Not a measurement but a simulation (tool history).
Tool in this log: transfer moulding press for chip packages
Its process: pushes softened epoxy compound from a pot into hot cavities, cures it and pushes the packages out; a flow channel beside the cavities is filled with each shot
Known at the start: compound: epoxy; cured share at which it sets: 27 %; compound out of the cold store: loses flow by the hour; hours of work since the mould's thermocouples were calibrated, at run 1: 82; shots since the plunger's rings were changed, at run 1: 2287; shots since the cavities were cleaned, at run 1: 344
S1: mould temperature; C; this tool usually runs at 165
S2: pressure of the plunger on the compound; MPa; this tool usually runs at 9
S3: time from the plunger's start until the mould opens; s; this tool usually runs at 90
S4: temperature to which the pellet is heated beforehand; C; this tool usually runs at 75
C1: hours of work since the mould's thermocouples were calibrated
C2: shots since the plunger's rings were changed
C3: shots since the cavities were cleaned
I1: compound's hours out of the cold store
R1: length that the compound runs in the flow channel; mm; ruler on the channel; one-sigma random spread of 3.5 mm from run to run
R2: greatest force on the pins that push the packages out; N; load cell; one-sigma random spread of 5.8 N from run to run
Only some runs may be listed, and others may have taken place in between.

{"run": 1, "hour": 0.0, "S1": 165, "S2": 9, "S3": 90, "S4": 75, "C1": 82, "C2": 2287, "C3": 344, "I1": 16.7, "R1": 809, "R2": 593}
{"run": 2, "hour": 5.0, "S1": 165, "S2": 9, "S3": 90, "S4": 75, "C1": 85, "C2": 2346, "C3": 403, "I1": 29.3, "R1": 762, "R2": 595}
{"hour": 11.1, "done": "cavities cleaned with cleaning compound and waxed"}
{"run": 3, "hour": 15.2, "S1": 165, "S2": 9, "S3": 90, "S4": 75, "C1": 91, "C2": 2448, "C3": 49, "I1": 16, "R1": 803, "R2": 523}
{"run": 4, "hour": 24.3, "S1": 165, "S2": 9, "S3": 90, "S4": 75, "C1": 97, "C2": 2555, "C3": 156, "I1": 26.8, "R1": 768, "R2": 554}
{"run": 5, "hour": 32.9, "S1": 165, "S2": 9, "S3": 90, "S4": 75, "C1": 102, "C2": 2655, "C3": 256, "I1": 16.2, "R1": 797, "R2": 573}
{"run": 6, "hour": 38.8, "S1": 165, "S2": 9, "S3": 90, "S4": 71, "C1": 106, "C2": 2725, "C3": 326, "I1": 48, "R1": 698, "R2": 579}
{"run": 7, "hour": 43.5, "S1": 165, "S2": 9, "S3": 90, "S4": 71, "C1": 109, "C2": 2780, "C3": 381, "I1": 38.5, "R1": 728, "R2": 596}
{"hour": 50.9, "done": "cavities cleaned with cleaning compound and waxed"}
{"run": 8, "hour": 52.0, "S1": 165, "S2": 9, "S3": 90, "S4": 71, "C1": 113, "C2": 2862, "C3": 12, "I1": 47.2, "R1": 701, "R2": 472}
{"hour": 54.9, "done": "mould's thermocouples calibrated"}
{"run": 9, "hour": 61.3, "S1": 165, "S2": 9, "S3": 90, "S4": 75, "C1": 4, "C2": 2948, "C3": 98, "I1": 15.5, "R1": 797, "R2": 497}
{"run": 10, "hour": 65.9, "S1": 165, "S2": 9.75, "S3": 116, "S4": 85, "C1": 7, "C2": 3002, "C3": 152, "I1": 20.8, "R1": 810, "R2": 483}
{"run": 11, "hour": 70.2, "S1": 165, "S2": 9.75, "S3": 116, "S4": 85, "C1": 10, "C2": 3052, "C3": 202, "I1": 33.5, "R1": 764, "R2": 490}
{"run": 12, "hour": 76.6, "S1": 165, "S2": 8.46, "S3": 116, "S4": 85, "C1": 14, "C2": 3127, "C3": 277, "I1": 29.7, "R1": 730, "R2": 512}
{"run": 13, "hour": 86.3, "S1": 165, "S2": 7.87, "S3": 116, "S4": 66, "C1": 20, "C2": 3241, "C3": 391, "I1": 12.8, "R1": 751, "R2": 533}
{"hour": 93.0, "done": "cavities cleaned with cleaning compound and waxed"}
{"run": 14, "hour": 93.0, "S1": 165, "S2": 7.87, "S3": 116, "S4": 66, "C1": 23, "C2": 3302, "C3": 0, "I1": 43.3, "R1": 660, "R2": 454}
{"run": 15, "hour": 98.1, "S1": 168, "S2": 6.98, "S3": 90, "S4": 84, "C1": 27, "C2": 3362, "C3": 60, "I1": 31.1, "R1": 643, "R2": 486}
{"run": 16, "hour": 105.8, "S1": 168, "S2": 6.98, "S3": 90, "S4": 84, "C1": 32, "C2": 3452, "C3": 150, "I1": 17.2, "R1": 682, "R2": 511}
{"run": 17, "hour": 111.8, "S1": 165, "S2": 9, "S3": 92, "S4": 78, "C1": 35, "C2": 3523, "C3": 221, "I1": 46.2, "R1": 692, "R2": 536}

What if the next run were any one of these 3? Each begins from the tool's condition after run 17:
{"hour": 119.6, "done": "mould's thermocouples calibrated, once more"}
{"run": "A", "hour": 121.6, "S1": 165, "S2": 9, "S3": 73, "S4": 78, "C1": 1, "C2": 3614, "C3": 312, "I1": 47.9, "R1": "?", "R2": "?"}
{"hour": 119.6, "done": "mould's thermocouples calibrated, once more"}
{"run": "B", "hour": 121.6, "S1": 170, "S2": 9, "S3": 92, "S4": 78, "C1": 1, "C2": 3614, "C3": 312, "I1": 20.4, "R1": "?", "R2": "?"}
{"hour": 119.6, "done": "mould's thermocouples calibrated, once more"}
{"run": "C", "hour": 121.6, "S1": 165, "S2": 8.7, "S3": 106, "S4": 78, "C1": 1, "C2": 3614, "C3": 312, "I1": 39.1, "R1": "?", "R2": "?"}

run=A R1=688 R2=753
run=B R1=752 R2=532
run=C R1=706 R2=536
With no hidden state in the tool, these same runs would have given:
run=A R1=740 R2=610
run=B R1=810 R2=439
run=C R1=760 R2=442
